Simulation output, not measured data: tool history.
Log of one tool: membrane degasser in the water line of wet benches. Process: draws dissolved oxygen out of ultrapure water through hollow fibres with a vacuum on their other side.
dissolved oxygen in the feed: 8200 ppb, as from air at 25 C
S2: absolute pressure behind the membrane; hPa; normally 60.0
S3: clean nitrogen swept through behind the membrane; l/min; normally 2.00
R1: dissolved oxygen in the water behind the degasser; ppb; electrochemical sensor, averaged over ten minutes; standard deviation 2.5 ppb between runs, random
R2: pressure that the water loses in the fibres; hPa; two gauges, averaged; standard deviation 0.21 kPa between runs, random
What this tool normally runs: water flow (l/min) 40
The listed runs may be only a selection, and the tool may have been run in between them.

run 1 hour=0.0 | water_flow_(l/min)=40 S2=60.0 S3=2.00 | R1=250.8 R2=515.9
run 2 hour=41.7 | water_flow_(l/min)=40 S2=37.1 S3=2.00 | R1=155.3 R2=513.3
run 3 hour=98.5 | water_flow_(l/min)=40 S2=37.1 S3=2.00 | R1=156.8 R2=512.6
run 4 hour=157.0 | water_flow_(l/min)=40 S2=37.1 S3=2.00 | R1=156.2 R2=511.8
run 5 hour=216.9 | water_flow_(l/min)=40 S2=37.1 S3=2.00 | R1=160.1 R2=513.8
run 6 hour=283.5 | water_flow_(l/min)=40 S2=60.0 S3=2.00 | R1=255.3 R2=512.4
run 7 hour=357.8 | water_flow_(l/min)=40 S2=60.0 S3=2.00 | R1=255.7 R2=515.8
run 8 hour=413.5 | water_flow_(l/min)=40 S2=60.0 S3=2.00 | R1=254.7 R2=515.4
run 9 hour=476.4 | water_flow_(l/min)=40 S2=60.0 S3=2.00 | R1=255.1 R2=513.8
run 10 hour=520.0 | water_flow_(l/min)=40 S2=60.0 S3=2.00 | R1=254.8 R2=513.1
run 11 hour=582.8 | water_flow_(l/min)=40 S2=60.0 S3=2.00 | R1=254.3 R2=514.0
run 12 hour=658.0 | water_flow_(l/min)=40 S2=60.0 S3=2.00 | R1=257.7 R2=516.5
run 13 hour=722.1 | water_flow_(l/min)=40 S2=60.0 S3=2.00 | R1=255.7 R2=513.8
run 14 hour=757.4 | water_flow_(l/min)=40 S2=60.0 S3=2.00 | R1=256.3 R2=513.5
run 15 hour=801.8 | water_flow_(l/min)=40 S2=60.0 S3=2.00 | R1=256.6 R2=516.3
run 16 hour=848.1 | water_flow_(l/min)=40 S2=60.0 S3=2.00 | R1=253.5 R2=518.0
run 17 hour=900.3 | water_flow_(l/min)=40 S2=81.4 S3=2.03 | R1=346.9 R2=515.5
run 18 hour=954.5 | water_flow_(l/min)=40 S2=81.4 S3=2.03 | R1=349.8 R2=518.2
run 19 hour=1018.4 | water_flow_(l/min)=40 S2=81.4 S3=2.03 | R1=339.8 R2=516.7
run 20 hour=1075.3 | water_flow_(l/min)=40 S2=81.4 S3=2.03 | R1=349.1 R2=518.9
run 21 hour=1141.1 | water_flow_(l/min)=48 S2=81.4 S3=2.56 | R1=380.3 R2=618.3
run 22 hour=1187.0 | water_flow_(l/min)=57 S2=81.4 S3=2.56 | R1=472.3 R2=738.5
run 23 hour=1243.5 | water_flow_(l/min)=24 S2=128.4 S3=1.28 | R1=440.7 R2=313.4
run 24 hour=1313.0 | water_flow_(l/min)=39 S2=113.9 S3=5.50 | R1=266.4 R2=502.7
run 25 hour=1350.8 | water_flow_(l/min)=39 S2=113.9 S3=5.50 | R1=267.1 R2=503.5
run 26 hour=1384.2 | water_flow_(l/min)=46 S2=98.0 S3=2.00 | R1=482.3 R2=596.6
run 27 hour=1443.3 | water_flow_(l/min)=56 S2=78.9 S3=2.00 | R1=499.7 R2=725.7
run 28 hour=1514.4 | water_flow_(l/min)=40 S2=60.0 S3=1.47 | R1=298.4 R2=517.3
run 29 hour=1573.3 | water_flow_(l/min)=40 S2=60.0 S3=1.47 | R1=303.2 R2=515.9
run 30 hour=1606.8 | water_flow_(l/min)=40 S2=98.8 S3=2.59 | R1=362.8 R2=517.9
run 31 hour=1663.3 | water_flow_(l/min)=49 S2=60.0 S3=3.56 | R1=283.8 R2=637.2

What if the next run were any one of these 4? Each begins from the tool's condition after run 31:
run A hour=1731.8 | water_flow_(l/min)=40 S2=60.0 S3=0.85 | R1=? R2=?
run B hour=1731.8 | water_flow_(l/min)=40 S2=38.7 S3=2.00 | R1=? R2=?
run C hour=1731.8 | water_flow_(l/min)=39 S2=53.6 S3=2.48 | R1=? R2=?
run D hour=1731.8 | water_flow_(l/min)=40 S2=60.0 S3=2.14 | R1=? R2=?

run=A R1=391.1 R2=520.8
run=B R1=171.0 R2=518.4
run=C R1=209.6 R2=507.7
run=D R1=256.6 R2=518.2
Without the tool's hidden state the same runs would have given:
run=A R1=373.6 R2=511.6
run=B R1=157.1 R2=509.3
run=C R1=197.0 R2=498.8
run=D R1=243.1 R2=509.1

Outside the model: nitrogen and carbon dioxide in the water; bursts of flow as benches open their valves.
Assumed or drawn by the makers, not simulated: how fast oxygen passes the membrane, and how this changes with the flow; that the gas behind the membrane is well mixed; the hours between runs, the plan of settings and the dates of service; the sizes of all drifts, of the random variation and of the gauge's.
